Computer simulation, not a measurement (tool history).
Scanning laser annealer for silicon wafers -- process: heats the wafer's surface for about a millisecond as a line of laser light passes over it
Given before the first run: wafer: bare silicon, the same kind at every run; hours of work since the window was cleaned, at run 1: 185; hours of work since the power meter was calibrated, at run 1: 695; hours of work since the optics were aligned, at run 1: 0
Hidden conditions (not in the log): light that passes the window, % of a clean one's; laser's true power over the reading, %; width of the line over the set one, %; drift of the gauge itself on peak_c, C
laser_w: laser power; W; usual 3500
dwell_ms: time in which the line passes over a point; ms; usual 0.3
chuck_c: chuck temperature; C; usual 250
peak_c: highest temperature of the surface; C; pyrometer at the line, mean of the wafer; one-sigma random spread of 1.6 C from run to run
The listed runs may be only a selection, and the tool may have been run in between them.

| run | day | laser_w | dwell_ms | chuck_c | hours of work since the window was cleaned | hours of work since the power meter was calibrated | hours of work since the optics were aligned | peak_c |
|---|---|---|---|---|---|---|---|---|
| 1 | 0 | 3500 | 0.3 | 250 | 185 | 695 | 0 | 1034 |
| 2 | 1.183 | 3500 | 0.3 | 250 | 206 | 715 | 20 | 1036 |
| 3 | 3.2 | 3500 | 0.3 | 250 | 240 | 750 | 55 | 1032 |
| 4 | 5.725 | 3541 | 0.3 | 250 | 284 | 793 | 98 | 1041 |
| 5 | 6.908 | 3500 | 0.24 | 250 | 304 | 814 | 119 | 951 |
|  | 7.629 | window over the wafer cleaned |
| 6 | 8.671 | 3500 | 0.3 | 275 | 18 | 843 | 147 | 1070 |
| 7 | 11.188 | 3500 | 0.3 | 275 | 61 | 886 | 191 | 1067 |
| 8 | 13.533 | 3500 | 0.3 | 275 | 101 | 926 | 231 | 1059 |
| 9 | 16.067 | 3500 | 0.3 | 275 | 145 | 970 | 274 | 1063 |
| 10 | 18.267 | 3500 | 0.3 | 275 | 183 | 1007 | 312 | 1057 |
| 11 | 20.129 | 3500 | 0.3 | 275 | 215 | 1039 | 344 | 1057 |
| 12 | 21.192 | 3500 | 0.3 | 275 | 233 | 1058 | 362 | 1058 |
| 13 | 22.738 | 3500 | 0.3 | 275 | 259 | 1084 | 389 | 1054 |
| 14 | 23.833 | 3500 | 0.361 | 250 | 278 | 1103 | 408 | 1101 |
|  | 26.075 | window over the wafer cleaned |
| 15 | 26.358 | 3500 | 0.361 | 250 | 5 | 1145 | 450 | 1110 |
| 16 | 27.712 | 3500 | 0.361 | 250 | 28 | 1168 | 473 | 1115 |
| 17 | 29.633 | 3500 | 0.3 | 250 | 61 | 1201 | 506 | 1037 |
| 18 | 30.875 | 3500 | 0.3 | 250 | 82 | 1222 | 527 | 1036 |
| 19 | 32.05 | 3500 | 0.3 | 250 | 103 | 1243 | 547 | 1034 |
| 20 | 34.154 | 3500 | 0.3 | 252 | 139 | 1279 | 584 | 1036 |
| 21 | 35.975 | 3009 | 0.235 | 248 | 170 | 1310 | 615 | 846 |
| 22 | 38.158 | 3009 | 0.235 | 248 | 208 | 1347 | 652 | 846 |
| 23 | 39.738 | 3009 | 0.235 | 248 | 235 | 1375 | 679 | 845 |
| 24 | 41.908 | 3009 | 0.235 | 248 | 272 | 1412 | 717 | 843 |
| 25 | 44.188 | 3009 | 0.235 | 248 | 311 | 1451 | 756 | 844 |
|  | 44.483 | window over the wafer cleaned |
| 26 | 45.588 | 3009 | 0.235 | 248 | 19 | 1474 | 779 | 854 |
| 27 | 46.842 | 3500 | 0.3 | 271 | 41 | 1495 | 800 | 1054 |
| 28 | 48.867 | 3697 | 0.3 | 250 | 75 | 1530 | 835 | 1075 |
| 29 | 51.321 | 3844 | 0.327 | 285 | 117 | 1572 | 877 | 1178 |
| 30 | 53.417 | 3012 | 0.211 | 260 | 153 | 1608 | 913 | 826 |
| 31 | 54.862 | 3015 | 0.293 | 254 | 178 | 1633 | 938 | 923 |
| 32 | 55.95 | 3015 | 0.293 | 254 | 197 | 1652 | 956 | 919 |
| 33 | 57.704 | 3391 | 0.32 | 254 | 227 | 1682 | 987 | 1029 |
| 34 | 58.883 | 3391 | 0.32 | 254 | 247 | 1702 | 1007 | 1031 |
| 35 | 60.142 | 3500 | 0.354 | 226 | 269 | 1724 | 1028 | 1062 |
| 36 | 62.096 | 3779 | 0.3 | 278 | 302 | 1757 | 1062 | 1110 |
|  | 63.067 | window over the wafer cleaned |
| 37 | 64.225 | 3500 | 0.218 | 249 | 20 | 1792 | 1097 | 916 |
| 38 | 65.558 | 3500 | 0.218 | 249 | 43 | 1815 | 1120 | 915 |

Below are 4 alternative next runs, each starting from the tool's condition after run 38. Predict each:
| A | 66.712 | 3630 | 0.349 | 289 | 63 | 1835 | 1140 | ? |
| B | 66.712 | 3500 | 0.333 | 250 | 63 | 1835 | 1140 | ? |
| C | 66.712 | 3373 | 0.258 | 230 | 63 | 1835 | 1140 | ? |
| D | 66.712 | 3500 | 0.3 | 273 | 63 | 1835 | 1140 | ? |

| run | peak_c |
|---|---|
| A | 1159 |
| B | 1070 |
| C | 931 |
| D | 1051 |
Stripped of hidden state, with their random variation kept, the same runs would have yielded:
| run | peak_c |
|---|---|
| A | 1179 |
| B | 1089 |
| C | 947 |
| D | 1069 |
